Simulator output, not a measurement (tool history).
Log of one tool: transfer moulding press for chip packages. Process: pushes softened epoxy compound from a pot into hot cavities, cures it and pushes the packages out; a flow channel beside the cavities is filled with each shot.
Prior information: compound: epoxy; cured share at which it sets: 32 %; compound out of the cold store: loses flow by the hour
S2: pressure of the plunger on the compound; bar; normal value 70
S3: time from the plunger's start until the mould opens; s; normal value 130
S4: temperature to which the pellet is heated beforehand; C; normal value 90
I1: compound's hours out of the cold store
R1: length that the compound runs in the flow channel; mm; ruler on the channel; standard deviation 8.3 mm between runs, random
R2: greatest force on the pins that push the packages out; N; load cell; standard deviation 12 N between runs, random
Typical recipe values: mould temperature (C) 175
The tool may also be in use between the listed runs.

Run 1, hour 0: usual settings; I1 12.3. Result: R1 986 mm, R2 873 N.
At hour 14.2: mould's thermocouples calibrated.
At hour 23.3: plunger's sealing rings changed.
At hour 34.7: cavities cleaned with cleaning compound and waxed.
Run 2, hour 44.9: usual settings but S2 59.2 bar; I1 38.5. Result: R1 866 mm, R2 605 N.
Run 3, hour 92.4: usual settings but S2 57.8 bar; I1 22.1. Result: R1 889 mm, R2 853 N.
At hour 116.4: cavities cleaned with cleaning compound and waxed.
Run 4, hour 137.2: usual settings but S2 57.8 bar; I1 42.1. Result: R1 815 mm, R2 638 N.
Run 5, hour 172.9: usual settings but S2 57.8 bar; I1 37.6. Result: R1 820 mm, R2 830 N.
At hour 196.5: cavities cleaned with cleaning compound and waxed.
Run 6, hour 196.5: usual settings but S4 85 C; I1 22.8. Result: R1 961 mm, R2 562 N.
Run 7, hour 229.1: usual settings but S2 58.6 bar; I1 28.5. Result: R1 852 mm, R2 742 N.
At hour 271.5: plunger's sealing rings changed.
At hour 281.1: cavities cleaned with cleaning compound and waxed.
Run 8, hour 282.1: usual settings but S2 58.6 bar; I1 43.3. Result: R1 836 mm, R2 555 N.
Run 9, hour 327.6: usual settings but S2 85.5 bar; I1 17.3. Result: R1 1092 mm, R2 806 N.
At hour 362.7: cavities cleaned with cleaning compound and waxed.
Run 10, hour 377.9: usual settings; I1 41.7. Result: R1 910 mm, R2 651 N.
Run 11, hour 421.1: usual settings but S3 114 s; I1 12.1. Result: R1 1009 mm, R2 1180 N.
At hour 443.6: cavities cleaned with cleaning compound and waxed.
Run 12, hour 451.7: usual settings; I1 47.5. Result: R1 874 mm, R2 575 N.
Run 13, hour 480.8: usual settings; I1 26.8. Result: R1 925 mm, R2 782 N.
Run 14, hour 506.9: usual settings but S2 82.2 bar; I1 33.8. Result: R1 997 mm, R2 832 N.
At hour 520.7: plunger's sealing rings changed.
At hour 525.5: cavities cleaned with cleaning compound and waxed.
Run 15, hour 552.7: usual settings but mould temperature (C) 183, S2 55.7 bar, S3 122 s, S4 82 C; I1 23.2. Result: R1 837 mm, R2 603 N.
Run 16, hour 597.1: usual settings but mould temperature (C) 181, S2 69.2 bar, S3 166 s; I1 8.4. Result: R1 1000 mm, R2 687 N.
At hour 606.9: cavities cleaned with cleaning compound and waxed.
Run 17, hour 635.2: usual settings but mould temperature (C) 181, S2 69.2 bar, S3 166 s; I1 35.7. Result: R1 914 mm, R2 541 N.
At hour 656.7: mould's thermocouples calibrated.
Run 18, hour 660.6: usual settings but mould temperature (C) 170, S2 62.3 bar; I1 19.7. Result: R1 944 mm, R2 1202 N.
At hour 690: cavities cleaned with cleaning compound and waxed.
Run 19, hour 708.6: usual settings but S4 84 C; I1 31.4. Result: R1 933 mm, R2 684 N.
Run 20, hour 758.7: usual settings but S2 70.3 bar, S3 125 s; I1 40.2. Result: R1 881 mm, R2 910 N.
At hour 772.7: plunger's sealing rings changed.
At hour 774.2: cavities cleaned with cleaning compound and waxed.
Run 21, hour 804.3: usual settings but S2 55.9 bar, S4 91 C; I1 10.9. Result: R1 911 mm, R2 755 N.
Run 22, hour 844.1: usual settings but mould temperature (C) 177; I1 20.7. Result: R1 972 mm, R2 802 N.
At hour 853.3: cavities cleaned with cleaning compound and waxed.
Run 23, hour 882.1: usual settings but mould temperature (C) 177; I1 15.7. Result: R1 981 mm, R2 683 N.
Run 24, hour 926.8: usual settings but mould temperature (C) 177; I1 39.9. Result: R1 893 mm, R2 796 N.
At hour 934.3: cavities cleaned with cleaning compound and waxed.
Run 25, hour 970.6: usual settings but mould temperature (C) 177; I1 34.7. Result: R1 906 mm, R2 703 N.
Run 26, hour 1008.6: usual settings but mould temperature (C) 167, S2 60.3 bar; I1 36.2. Result: R1 874 mm, R2 1557 N.
At hour 1013.3: cavities cleaned with cleaning compound and waxed.
At hour 1022.9: plunger's sealing rings changed.
Run 27, hour 1063.4: usual settings but mould temperature (C) 167, S2 62.8 bar, S3 124 s, S4 87 C; I1 36.2. Result: R1 928 mm, R2 1693 N.

Each run again, without the hidden state but with its own random variation kept:
The hidden state here: true mould temperature over the reading, C; pressure that reaches the compound, % of what is set; grip of the stained cavities, % over clean ones'; drift of the gauge itself on flow_mm, %; drift of the gauge itself on push_out_n, %.
run    R1    R2
  1  1033   587
  2   871   530
  3   902   567
  4   834   528
  5   845   561
  6   995   565
  7   888   555
  8   838   544
  9  1106   556
 10   931   546
 11  1042   772
 12   908   517
 13   967   560
 14  1048   538
 15   843   460
 16  1016   433
 17   935   407
 18   971   806
 19   969   556
 20   925   583
 21   917   562
 22   987   503
 23  1003   512
 24   922   495
 25   944   503
 26   919   956
 27   934  1115
